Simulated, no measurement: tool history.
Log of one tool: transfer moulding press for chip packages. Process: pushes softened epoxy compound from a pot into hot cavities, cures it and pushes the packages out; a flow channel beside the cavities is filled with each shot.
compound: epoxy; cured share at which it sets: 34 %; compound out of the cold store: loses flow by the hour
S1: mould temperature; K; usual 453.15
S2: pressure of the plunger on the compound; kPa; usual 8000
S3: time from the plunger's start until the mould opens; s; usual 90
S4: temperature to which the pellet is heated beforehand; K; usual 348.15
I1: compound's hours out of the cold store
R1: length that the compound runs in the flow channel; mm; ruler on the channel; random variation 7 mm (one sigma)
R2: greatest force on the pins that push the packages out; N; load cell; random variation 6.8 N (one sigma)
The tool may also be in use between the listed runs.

{"run": 1, "hour": 0.0, "S1": 453.15, "S2": 8000, "S3": 90, "S4": 348.15, "I1": 18.1, "R1": 725, "R2": 306}
{"run": 2, "hour": 13.4, "S1": 453.15, "S2": 8000, "S3": 90, "S4": 348.15, "I1": 18.6, "R1": 720, "R2": 350}
{"run": 3, "hour": 36.1, "S1": 453.15, "S2": 8000, "S3": 90, "S4": 348.15, "I1": 25.6, "R1": 703, "R2": 294}
{"run": 4, "hour": 54.7, "S1": 453.15, "S2": 8000, "S3": 90, "S4": 348.15, "I1": 21.6, "R1": 712, "R2": 349}
{"run": 5, "hour": 73.1, "S1": 453.15, "S2": 8000, "S3": 90, "S4": 348.15, "I1": 32.1, "R1": 687, "R2": 276}
{"run": 6, "hour": 93.2, "S1": 453.15, "S2": 8000, "S3": 90, "S4": 348.15, "I1": 31.8, "R1": 676, "R2": 328}
{"run": 7, "hour": 116.8, "S1": 453.15, "S2": 8000, "S3": 90, "S4": 348.15, "I1": 29.9, "R1": 692, "R2": 299}
{"run": 8, "hour": 139.1, "S1": 453.15, "S2": 8000, "S3": 90, "S4": 348.15, "I1": 8.8, "R1": 715, "R2": 364}
{"run": 9, "hour": 157.5, "S1": 453.15, "S2": 6500, "S3": 87, "S4": 348.15, "I1": 38.6, "R1": 595, "R2": 295}
{"run": 10, "hour": 181.9, "S1": 453.15, "S2": 8000, "S3": 93, "S4": 338.15, "I1": 43.5, "R1": 730, "R2": 329}
{"run": 11, "hour": 195.7, "S1": 453.15, "S2": 8000, "S3": 93, "S4": 338.15, "I1": 35.6, "R1": 749, "R2": 362}
{"run": 12, "hour": 211.9, "S1": 453.15, "S2": 9990, "S3": 112, "S4": 348.15, "I1": 16.2, "R1": 869, "R2": 277}
{"run": 13, "hour": 230.5, "S1": 453.15, "S2": 9990, "S3": 112, "S4": 348.15, "I1": 23.2, "R1": 857, "R2": 317}
{"run": 14, "hour": 247.2, "S1": 459.15, "S2": 7550, "S3": 91, "S4": 338.15, "I1": 32.4, "R1": 704, "R2": 252}
{"run": 15, "hour": 269.5, "S1": 449.15, "S2": 8950, "S3": 91, "S4": 338.15, "I1": 29.1, "R1": 790, "R2": 437}
{"run": 16, "hour": 291.4, "S1": 453.15, "S2": 8000, "S3": 90, "S4": 343.15, "I1": 41.3, "R1": 709, "R2": 287}

Taken out of this log: 10 entries between the listed runs. Where each belongs, and how the hidden state differs across it:
Between runs 2 and 3: cavities cleaned with cleaning compound and waxed (hour 29.1)
  true mould temperature over the reading, C: -0.16 -> -0.19; pressure that reaches the compound, % of what is set: 86.42 -> 85.28; grip of the stained cavities, % over clean ones': 28.2 -> 9.9
  measured less the result without the state, R1: -55 -> -58 mm; R2: +78 -> +28 N
Between runs 4 and 5: cavities cleaned with cleaning compound and waxed (hour 70.8)
  true mould temperature over the reading, C: -0.21 -> -0.23; pressure that reaches the compound, % of what is set: 84.34 -> 83.47; grip of the stained cavities, % over clean ones': 29.7 -> 3.2
  measured less the result without the state, R1: -62 -> -65 mm; R2: +84 -> +11 N
Between runs 6 and 7: cavities cleaned with cleaning compound and waxed (hour 113.1)
  true mould temperature over the reading, C: -0.25 -> -0.28; pressure that reaches the compound, % of what is set: 82.44 -> 81.43; grip of the stained cavities, % over clean ones': 26 -> 4.6
  measured less the result without the state, R1: -67 -> -74 mm; R2: +70 -> +16 N
Between runs 8 and 9: cavities cleaned with cleaning compound and waxed (hour 155.0)
  true mould temperature over the reading, C: -0.3 -> -0.32; pressure that reaches the compound, % of what is set: 80.32 -> 79.51; grip of the stained cavities, % over clean ones': 28.9 -> 3.1
  measured less the result without the state, R1: -82 -> -71 mm; R2: +85 -> +13 N
Between runs 9 and 10: mould's thermocouples calibrated (hour 161.9); plunger's sealing rings changed (hour 167.6)
  true mould temperature over the reading, C: -0.32 -> -0.41; pressure that reaches the compound, % of what is set: 79.51 -> 99.13; grip of the stained cavities, % over clean ones': 3.1 -> 25.2
  measured less the result without the state, R1: -71 -> -2 mm; R2: +13 -> +71 N
Between runs 11 and 12: cavities cleaned with cleaning compound and waxed (hour 200.6)
  true mould temperature over the reading, C: -0.43 -> -0.44; pressure that reaches the compound, % of what is set: 98.43 -> 97.68; grip of the stained cavities, % over clean ones': 37 -> 13.6
  measured less the result without the state, R1: -5 -> -9 mm; R2: +100 -> +34 N
Between runs 13 and 14: mould's thermocouples calibrated, once more (hour 242.5); cavities cleaned with cleaning compound and waxed (hour 244.0)
  true mould temperature over the reading, C: -0.47 -> 0.32; pressure that reaches the compound, % of what is set: 96.78 -> 96.18; grip of the stained cavities, % over clean ones': 31.3 -> 5.6
  measured less the result without the state, R1: -13 -> -15 mm; R2: +77 -> +12 N
Between runs 15 and 16: cavities cleaned with cleaning compound and waxed (hour 286.1)
  true mould temperature over the reading, C: 0.3 -> 0.27; pressure that reaches the compound, % of what is set: 95.09 -> 93.99; grip of the stained cavities, % over clean ones': 29.8 -> 7.8
  measured less the result without the state, R1: -21 -> -23 mm; R2: +94 -> +19 N
